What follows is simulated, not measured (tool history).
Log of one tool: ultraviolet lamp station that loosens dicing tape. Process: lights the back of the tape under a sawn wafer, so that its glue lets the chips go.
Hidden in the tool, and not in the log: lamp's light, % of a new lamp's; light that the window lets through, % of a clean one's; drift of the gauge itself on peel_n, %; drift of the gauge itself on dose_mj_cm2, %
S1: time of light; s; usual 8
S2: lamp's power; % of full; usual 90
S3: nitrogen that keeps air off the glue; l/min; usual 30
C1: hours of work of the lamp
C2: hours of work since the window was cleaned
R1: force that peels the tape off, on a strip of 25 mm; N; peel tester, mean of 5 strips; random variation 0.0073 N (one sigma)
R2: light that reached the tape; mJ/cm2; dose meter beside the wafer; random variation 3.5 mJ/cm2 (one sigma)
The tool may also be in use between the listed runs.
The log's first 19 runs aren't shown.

run 20 day=12.017 | S1=8 S2=90 S3=30 | C1=686 C2=230 | R1=0.485 R2=412
-- day=12.612 window cleaned of glue's vapour
run 21 day=12.621 | S1=8 S2=90 S3=30 | C1=697 C2=0 | R1=0.479 R2=394
run 22 day=13.029 | S1=8 S2=90 S3=30 | C1=705 C2=8 | R1=0.479 R2=394
run 23 day=13.858 | S1=5 S2=78 S3=30 | C1=720 C2=24 | R1=1.143 R2=208
run 24 day=14.267 | S1=6 S2=93 S3=22 | C1=728 C2=32 | R1=0.85 R2=299
-- day=14.4 window cleaned of glue's vapour, once more
run 25 day=14.867 | S1=6 S2=93 S3=16 | C1=739 C2=9 | R1=0.783 R2=358
run 26 day=15.492 | S1=6 S2=93 S3=16 | C1=751 C2=21 | R1=0.834 R2=352
run 27 day=16.092 | S1=6 S2=93 S3=16 | C1=763 C2=32 | R1=0.801 R2=354
run 28 day=16.596 | S1=10 S2=99 S3=20 | C1=772 C2=42 | R1=0.288 R2=617
run 29 day=17.071 | S1=15 S2=69 S3=42 | C1=781 C2=51 | R1=0.199 R2=642
run 30 day=17.429 | S1=15 S2=82 S3=40 | C1=788 C2=58 | R1=0.152 R2=756
run 31 day=18.112 | S1=15 S2=91 S3=40 | C1=801 C2=71 | R1=0.147 R2=833
run 32 day=18.804 | S1=15 S2=91 S3=40 | C1=814 C2=84 | R1=0.155 R2=823
run 33 day=19.525 | S1=8 S2=65 S3=30 | C1=828 C2=98 | R1=0.708 R2=314
run 34 day=20.054 | S1=4 S2=88 S3=30 | C1=838 C2=108 | R1=1.138 R2=206
run 35 day=20.588 | S1=8 S2=70 S3=19 | C1=848 C2=118 | R1=0.823 R2=327
run 36 day=21.217 | S1=8 S2=70 S3=19 | C1=860 C2=130 | R1=0.828 R2=322
run 37 day=21.754 | S1=8 S2=70 S3=19 | C1=871 C2=140 | R1=0.857 R2=320
run 38 day=22.254 | S1=6 S2=66 S3=20 | C1=880 C2=150 | R1=1.229 R2=225

Forecast each of these 3 alternatives for the next run:
run A day=22.971 | S1=5 S2=90 S3=35 | C1=894 C2=164 | R1=? R2=?
run B day=22.971 | S1=13 S2=66 S3=14 | C1=894 C2=164 | R1=? R2=?
run C day=22.971 | S1=6 S2=81 S3=14 | C1=894 C2=164 | R1=? R2=?

run=A R1=0.867 R2=249
run=B R1=0.56 R2=482
run=C R1=1.144 R2=273
Without the tool's hidden state the same runs would have given:
run=A R1=0.534 R2=350
run=B R1=0.323 R2=676
run=C R1=0.765 R2=383
